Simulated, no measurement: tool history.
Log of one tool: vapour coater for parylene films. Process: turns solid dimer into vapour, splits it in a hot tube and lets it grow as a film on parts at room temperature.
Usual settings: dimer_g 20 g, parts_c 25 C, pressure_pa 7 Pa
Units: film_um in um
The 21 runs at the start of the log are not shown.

run,day,dimer_g,parts_c,pressure_pa,hours of work since the trap's valve was overhauled,hours of work since the table's thermometer was calibrated,film_um
22,13.321,20,25,7,15,301,5.32
23,14.088,20,25,7,26,313,5.25
24,14.625,20,25,7,35,321,5.3
25,15.133,31,32,2.44,42,328,7.68
26,15.492,20,18,4.13,48,334,6.36
27,15.967,21,35,2.2,55,341,4.86
28,16.817,30,24,7,68,354,8
29,17.338,21,25,2.68,76,362,5.88
30,17.821,21,25,2.68,83,369,5.9
31,18.35,31,21,8.04,91,377,8.53
32,18.996,17,25,4.58,101,387,4.57
33,19.704,15,25,5.32,111,398,4
34,20.429,21,25,7,122,409,5.39
35,21.204,21,18,7,134,420,6.24
36,21.708,20,25,4.17,142,428,5.33
37,22.308,20,27,4.17,151,437,5.12
38,22.812,13,27,4.17,158,445,3.28
39,23.467,18,28,8.7,168,454,4.21

Run 40 has not been measured yet. What should we expect?
40,24.083,31,18,6.27,178,464,?

film_um: 9.17 um
With no hidden state in the tool, this same run would have given film_um 9.69 um.

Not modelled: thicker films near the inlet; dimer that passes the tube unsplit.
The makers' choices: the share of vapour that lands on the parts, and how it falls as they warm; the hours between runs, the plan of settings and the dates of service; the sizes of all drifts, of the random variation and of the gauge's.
